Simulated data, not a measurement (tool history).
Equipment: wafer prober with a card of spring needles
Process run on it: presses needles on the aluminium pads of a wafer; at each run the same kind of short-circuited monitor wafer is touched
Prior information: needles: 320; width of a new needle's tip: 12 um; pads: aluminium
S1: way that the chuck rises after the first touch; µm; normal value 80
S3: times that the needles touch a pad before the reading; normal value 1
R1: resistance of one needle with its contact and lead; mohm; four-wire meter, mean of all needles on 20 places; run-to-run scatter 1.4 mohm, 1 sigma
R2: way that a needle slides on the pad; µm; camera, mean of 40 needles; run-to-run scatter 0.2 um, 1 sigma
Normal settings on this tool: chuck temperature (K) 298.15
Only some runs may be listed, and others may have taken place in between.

run 1 hour=0 | S1=80 chuck_temperature_(K)=298.15 S3=1 | R1=130 R2=21.07
-- hour=6.2 tips cleaned on abrasive film
-- hour=12.8 tips cleaned on abrasive film
-- hour=18.1 tips cleaned on abrasive film
run 2 hour=18.1 | S1=80 chuck_temperature_(K)=322.15 S3=1 | R1=131 R2=21.57
-- hour=24.1 tips cleaned on abrasive film
-- hour=29.6 tips cleaned on abrasive film
run 3 hour=31.7 | S1=80 chuck_temperature_(K)=322.15 S3=1 | R1=129 R2=21.19
-- hour=35.6 tips cleaned on abrasive film
-- hour=41.9 tips cleaned on abrasive film
-- hour=47.3 tips cleaned on abrasive film
run 4 hour=50.3 | S1=80 chuck_temperature_(K)=322.15 S3=1 | R1=131 R2=21.33
-- hour=53.6 tips cleaned on abrasive film
-- hour=59.1 tips cleaned on abrasive film
run 5 hour=60.6 | S1=80 chuck_temperature_(K)=322.15 S3=1 | R1=129 R2=21.44
-- hour=64.6 tips cleaned on abrasive film
-- hour=70.3 tips cleaned on abrasive film
run 6 hour=72.7 | S1=80 chuck_temperature_(K)=298.15 S3=1 | R1=129 R2=21.29
-- hour=76 tips cleaned on abrasive film
-- hour=81.4 tips cleaned on abrasive film
run 7 hour=81.4 | S1=80 chuck_temperature_(K)=337.15 S3=1 | R1=134 R2=21.56
-- hour=87 tips cleaned on abrasive film
-- hour=92.6 tips cleaned on abrasive film
run 8 hour=92.6 | S1=80 chuck_temperature_(K)=337.15 S3=1 | R1=134 R2=21.39
-- hour=98.4 tips cleaned on abrasive film
-- hour=103.7 tips cleaned on abrasive film
run 9 hour=104.1 | S1=80 chuck_temperature_(K)=337.15 S3=1 | R1=135 R2=21.69
-- hour=109.1 tips cleaned on abrasive film
-- hour=114.9 tips cleaned on abrasive film
run 10 hour=118.4 | S1=80 chuck_temperature_(K)=337.15 S3=1 | R1=136 R2=21.33
-- hour=120.8 tips cleaned on abrasive film
-- hour=126.2 tips cleaned on abrasive film
run 11 hour=129.2 | S1=80 chuck_temperature_(K)=337.15 S3=1 | R1=135 R2=21.21
-- hour=131.9 tips cleaned on abrasive film
-- hour=138 tips cleaned on abrasive film
-- hour=144.4 tips cleaned on abrasive film
run 12 hour=147.3 | S1=80 chuck_temperature_(K)=301.15 S3=1 | R1=129 R2=21.25

Run 13, settings as shown, results not yet in. Your forecast:
-- hour=150.4 tips cleaned on abrasive film
-- hour=156.2 tips cleaned on abrasive film
run 13 hour=157.7 | S1=80 chuck_temperature_(K)=301.15 S3=1 | R1=? R2=?

Run 13 measured R1 126 mohm, R2 21.32 µm.
Take away the tool's hidden state, keep the run-to-run variation as it was, and the same run would have given R1 126 mohm, R2 21.34 µm.
